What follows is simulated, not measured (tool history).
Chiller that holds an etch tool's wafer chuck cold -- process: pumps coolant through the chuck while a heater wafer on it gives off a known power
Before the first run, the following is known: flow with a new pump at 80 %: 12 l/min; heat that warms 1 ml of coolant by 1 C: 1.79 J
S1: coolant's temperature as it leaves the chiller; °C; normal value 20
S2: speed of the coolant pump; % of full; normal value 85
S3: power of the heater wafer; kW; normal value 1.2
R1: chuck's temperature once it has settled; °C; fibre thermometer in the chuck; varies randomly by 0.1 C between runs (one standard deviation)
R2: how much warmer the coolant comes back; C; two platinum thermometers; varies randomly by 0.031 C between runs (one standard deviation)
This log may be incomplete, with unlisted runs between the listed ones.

{"run": 1, "hour": 0.0, "S1": 20, "S2": 85, "S3": 1.2, "R1": 29.7, "R2": 3.7}
{"run": 2, "hour": 56.5, "S1": 20, "S2": 85, "S3": 1.2, "R1": 29.4, "R2": 3.67}
{"run": 3, "hour": 98.5, "S1": 20, "S2": 85, "S3": 0.646, "R1": 25.2, "R2": 1.96}
{"run": 4, "hour": 148.4, "S1": 20, "S2": 85, "S3": 0.646, "R1": 24.9, "R2": 1.97}
{"run": 5, "hour": 210.5, "S1": 20, "S2": 85, "S3": 1.2, "R1": 29.7, "R2": 3.67}
{"run": 6, "hour": 273.7, "S1": 20, "S2": 85, "S3": 1.2, "R1": 29.6, "R2": 3.69}
{"run": 7, "hour": 318.0, "S1": 26, "S2": 85, "S3": 1.2, "R1": 35.5, "R2": 3.7}
{"run": 8, "hour": 385.0, "S1": 26, "S2": 85, "S3": 1.2, "R1": 35.6, "R2": 3.74}
{"run": 9, "hour": 439.0, "S1": 20, "S2": 85, "S3": 1.2, "R1": 29.7, "R2": 3.71}
{"hour": 476.8, "done": "coolant changed, channels flushed"}
{"run": 10, "hour": 501.5, "S1": 20, "S2": 85, "S3": 1.2, "R1": 28.6, "R2": 3.74}
{"run": 11, "hour": 545.9, "S1": 20, "S2": 85, "S3": 1.2, "R1": 28.4, "R2": 3.76}
{"run": 12, "hour": 617.5, "S1": 20, "S2": 85, "S3": 1.2, "R1": 28.5, "R2": 3.83}
{"hour": 668.5, "done": "coolant pump overhauled"}
{"run": 13, "hour": 669.1, "S1": 20, "S2": 85, "S3": 1.2, "R1": 27.9, "R2": 3.18}
{"run": 14, "hour": 736.6, "S1": 20, "S2": 85, "S3": 1.2, "R1": 27.8, "R2": 3.24}
{"run": 15, "hour": 780.0, "S1": 20, "S2": 85, "S3": 1.713, "R1": 31.4, "R2": 4.54}
{"run": 16, "hour": 810.5, "S1": 20, "S2": 100, "S3": 1.2, "R1": 27.1, "R2": 2.73}
{"run": 17, "hour": 856.0, "S1": 20, "S2": 62, "S3": 1.085, "R1": 28.4, "R2": 3.93}
{"run": 18, "hour": 903.0, "S1": 21, "S2": 89, "S3": 0.89, "R1": 26.7, "R2": 2.29}
{"run": 19, "hour": 966.8, "S1": 21, "S2": 89, "S3": 0.89, "R1": 26.7, "R2": 2.24}
{"run": 20, "hour": 1013.9, "S1": 26, "S2": 73, "S3": 0.719, "R1": 31, "R2": 2.29}
{"run": 21, "hour": 1084.5, "S1": 16, "S2": 86, "S3": 1.444, "R1": 25.6, "R2": 3.82}
{"run": 22, "hour": 1118.9, "S1": 13, "S2": 71, "S3": 0.793, "R1": 18.7, "R2": 2.54}
{"run": 23, "hour": 1165.9, "S1": 13, "S2": 71, "S3": 0.793, "R1": 18.5, "R2": 2.49}
{"run": 24, "hour": 1212.9, "S1": 13, "S2": 71, "S3": 0.793, "R1": 18.6, "R2": 2.51}
{"run": 25, "hour": 1253.2, "S1": 18, "S2": 85, "S3": 1.55, "R1": 28.4, "R2": 4.17}
{"run": 26, "hour": 1300.0, "S1": 16, "S2": 80, "S3": 1.2, "R1": 24.2, "R2": 3.43}
{"run": 27, "hour": 1335.7, "S1": 10, "S2": 61, "S3": 1.674, "R1": 23.5, "R2": 6.18}
{"run": 28, "hour": 1404.0, "S1": 10, "S2": 61, "S3": 1.674, "R1": 23.5, "R2": 6.25}
{"run": 29, "hour": 1460.7, "S1": 27, "S2": 81, "S3": 0.99, "R1": 33.5, "R2": 2.82}
{"run": 30, "hour": 1521.0, "S1": 27, "S2": 68, "S3": 1.026, "R1": 34.7, "R2": 3.43}
{"run": 31, "hour": 1585.5, "S1": 16, "S2": 74, "S3": 0.724, "R1": 21.1, "R2": 2.25}
{"run": 32, "hour": 1628.6, "S1": 18, "S2": 86, "S3": 0.658, "R1": 22.1, "R2": 1.78}

Some steps in R1, run to run, broken into two amounts with sign: the step expected even without the hidden condition (settings, incoming material, random variation), and the rest, left for the hidden condition together with whatever gauge scatter is not in both the measured and the hidden-condition-free result:
What the log doesn't record here: heat passed by the chuck's channels, % of clean ones'; flow at a given pump speed, % of a new pump's; coolant's true temperature over the reading, C; drift of the gauge itself on chuck_c, C; drift of the gauge itself on warmer_back_c, C.
Run 2 -> 3: S3 1.2 -> 0.646. R1 -4.2 °C: hidden state -0.8, all else -3.4.
Run 4 -> 5: S3 0.646 -> 1.2. R1 +4.8 °C: hidden state +0.9, all else +3.9.
Run 9 -> 10: coolant changed, channels flushed. R1 -1.1 °C: hidden state -1.1, all else +0.
Run 24 -> 25: S1 13 -> 18, S2 71 -> 85, S3 0.793 -> 1.55. R1 +9.8 °C: hidden state +0.2, all else +9.6.
Run 28 -> 29: S1 10 -> 27, S2 61 -> 81, S3 1.674 -> 0.99. R1 +10 °C: hidden state -0.3, all else +10.3.
Run 30 -> 31: S1 27 -> 16, S2 68 -> 74, S3 1.026 -> 0.724. R1 -13.6 °C: hidden state -0.1, all else -13.5.

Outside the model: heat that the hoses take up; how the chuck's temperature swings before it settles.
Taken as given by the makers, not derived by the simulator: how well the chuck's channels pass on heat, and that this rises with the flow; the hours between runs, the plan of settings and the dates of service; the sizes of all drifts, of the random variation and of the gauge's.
